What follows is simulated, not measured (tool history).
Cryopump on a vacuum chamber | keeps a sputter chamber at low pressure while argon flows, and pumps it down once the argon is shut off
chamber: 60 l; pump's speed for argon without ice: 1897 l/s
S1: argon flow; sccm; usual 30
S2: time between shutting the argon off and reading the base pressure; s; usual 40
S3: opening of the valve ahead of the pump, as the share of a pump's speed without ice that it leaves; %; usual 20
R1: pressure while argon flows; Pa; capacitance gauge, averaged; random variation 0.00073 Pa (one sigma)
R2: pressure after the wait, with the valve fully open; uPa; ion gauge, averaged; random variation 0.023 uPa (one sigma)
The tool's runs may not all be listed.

Run 1, hour 0: usual settings. Result: R1 0.1335 Pa, R2 0.94 uPa.
Run 2, hour 36: usual settings. Result: R1 0.1346 Pa, R2 0.89 uPa.
Run 3, hour 57.7: usual settings. Result: R1 0.1354 Pa, R2 0.95 uPa.
Run 4, hour 88.5: usual settings. Result: R1 0.135 Pa, R2 0.92 uPa.
Run 5, hour 129.9: usual settings. Result: R1 0.1343 Pa, R2 0.92 uPa.
Run 6, hour 168.2: usual settings. Result: R1 0.1354 Pa, R2 0.94 uPa.
Run 7, hour 212.4: usual settings. Result: R1 0.1351 Pa, R2 0.93 uPa.
Run 8, hour 241.1: usual settings. Result: R1 0.1345 Pa, R2 0.92 uPa.
Run 9, hour 263.6: usual settings. Result: R1 0.1352 Pa, R2 0.93 uPa.
Run 10, hour 292.3: usual settings. Result: R1 0.1362 Pa, R2 0.96 uPa.
Run 11, hour 332.8: usual settings but S2 135 s. Result: R1 0.1355 Pa, R2 0.54 uPa.
Run 12, hour 359: usual settings but S1 39 sccm, S2 60 s. Result: R1 0.1771 Pa, R2 0.76 uPa.
Run 13, hour 405: usual settings but S1 39 sccm, S2 60 s. Result: R1 0.1768 Pa, R2 0.76 uPa.
Run 14, hour 446.2: usual settings but S1 39 sccm, S2 60 s. Result: R1 0.1762 Pa, R2 0.76 uPa.
Run 15, hour 469.7: usual settings but S1 27 sccm, S3 43 %. Result: R1 0.0571 Pa, R2 0.95 uPa.
Run 16, hour 494.5: usual settings but S1 19 sccm, S3 56 %. Result: R1 0.0326 Pa, R2 1.01 uPa.
Run 17, hour 525.8: usual settings but S1 19 sccm, S3 56 %. Result: R1 0.0317 Pa, R2 1 uPa.
Run 18, hour 571.6: usual settings but S1 19 sccm, S2 139 s, S3 55 %. Result: R1 0.033 Pa, R2 0.57 uPa.
Run 19, hour 609.7: usual settings but S1 19 sccm, S2 104 s, S3 23 %. Result: R1 0.0759 Pa, R2 0.68 uPa.
Run 20, hour 644.1: usual settings but S1 12 sccm, S2 126 s. Result: R1 0.0554 Pa, R2 0.65 uPa.

Forecast run 21:
Run 21, hour 686.9: usual settings but S1 14 sccm, S2 222 s, S3 19 %. Result: R1 ?, R2 ?.

{"run 21": {"R1": 0.0662, "R2": 0.54}}
Without the tool's hidden state the same run would have given R1 0.0642 Pa, R2 0.26 uPa.

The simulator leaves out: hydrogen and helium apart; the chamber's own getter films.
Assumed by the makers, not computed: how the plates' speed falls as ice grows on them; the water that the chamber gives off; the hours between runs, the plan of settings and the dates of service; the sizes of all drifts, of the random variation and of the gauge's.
